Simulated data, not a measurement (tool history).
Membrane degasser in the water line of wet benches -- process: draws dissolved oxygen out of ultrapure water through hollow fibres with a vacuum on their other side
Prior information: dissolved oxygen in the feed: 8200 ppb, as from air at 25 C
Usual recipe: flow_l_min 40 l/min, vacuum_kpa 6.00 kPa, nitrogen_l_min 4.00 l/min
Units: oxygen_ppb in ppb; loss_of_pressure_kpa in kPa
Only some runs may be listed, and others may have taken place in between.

run	day	flow_l_min	vacuum_kpa	nitrogen_l_min	oxygen_ppb	loss_of_pressure_kpa
1	0.000	40	6.00	4.00	86.7	69.26
2	2.875	40	6.00	4.00	86.6	69.29
3	4.417	40	6.00	4.00	86.0	69.22
4	6.054	40	6.00	4.00	87.2	69.52
5	7.542	40	6.00	4.00	86.4	69.35
6	9.517	40	6.00	4.00	87.0	69.26
7	11.092	40	6.00	4.00	87.4	69.47
8	13.992	40	6.00	4.00	87.7	69.52
9	15.854	40	6.00	4.00	88.0	69.47
10	17.958	40	6.00	4.00	87.6	69.45
11	21.208	40	6.00	4.00	87.6	69.45
12	23.167	40	6.00	4.00	87.7	69.32
13	25.521	40	6.00	4.00	87.7	69.40
14	28.308	40	6.00	3.92	89.2	69.76
15	29.983	40	4.08	4.00	43.1	69.46
# day 30.988: vacuum gauge calibrated
16	33.342	40	4.08	4.00	37.6	69.56
17	34.742	40	6.00	4.00	83.5	69.50
18	37.288	64	4.85	6.85	77.6	111.30
19	38.667	33	11.44	5.30	134.6	57.22
20	40.433	45	6.00	3.52	104.3	78.50
21	43.271	47	6.00	4.00	100.5	81.98
22	46.408	47	6.00	4.00	101.6	81.86
23	48.862	47	6.00	4.00	101.8	81.74
24	50.488	52	14.72	4.00	361.6	90.72
25	53.679	52	8.09	4.00	173.9	90.56
26	55.700	52	8.55	2.12	307.4	90.37
27	57.700	37	7.81	8.48	64.7	64.75
28	59.483	62	11.03	2.46	449.0	108.37
29	61.212	40	5.47	1.77	130.7	69.84
30	62.742	40	5.47	1.77	132.5	69.77
31	65.812	31	6.00	4.00	64.2	54.22
32	67.429	45	13.85	4.00	294.5	78.54
33	70.396	45	13.85	1.61	620.0	78.70

Difference, measured minus no-hidden-state, one row per run. Run-to-run variation is common to both terms; the gauge's own scatter need not be:
Hidden state present: membrane still open, %; true pressure behind the membrane over the reading, kPa; air that leaks in behind the membrane, l/min; drift of the gauge itself on oxygen_ppb, %; drift of the gauge itself on loss_of_pressure_kpa, %.
run	oxygen_ppb	loss_of_pressure_kpa
1	+4.8	+0.26
2	+5.0	+0.28
3	+5.0	+0.30
4	+5.1	+0.32
5	+5.2	+0.32
6	+5.3	+0.34
7	+5.5	+0.36
8	+5.7	+0.38
9	+5.8	+0.40
10	+5.9	+0.42
11	+6.2	+0.44
12	+6.3	+0.45
13	+6.4	+0.47
14	+6.7	+0.50
15	+6.5	+0.51
16	+1.2	+0.54
17	+1.5	+0.55
18	+2.2	+0.92
19	+1.9	+0.48
20	+2.2	+0.67
21	+2.3	+0.73
22	+2.6	+0.75
23	+2.8	+0.78
24	+4.1	+0.88
25	+3.7	+0.91
26	+5.1	+0.94
27	+2.0	+0.69
28	+6.1	+1.17
29	+4.8	+0.76
30	+5.0	+0.77
31	+2.7	+0.63
32	+5.1	+0.91
33	+7.7	+0.95

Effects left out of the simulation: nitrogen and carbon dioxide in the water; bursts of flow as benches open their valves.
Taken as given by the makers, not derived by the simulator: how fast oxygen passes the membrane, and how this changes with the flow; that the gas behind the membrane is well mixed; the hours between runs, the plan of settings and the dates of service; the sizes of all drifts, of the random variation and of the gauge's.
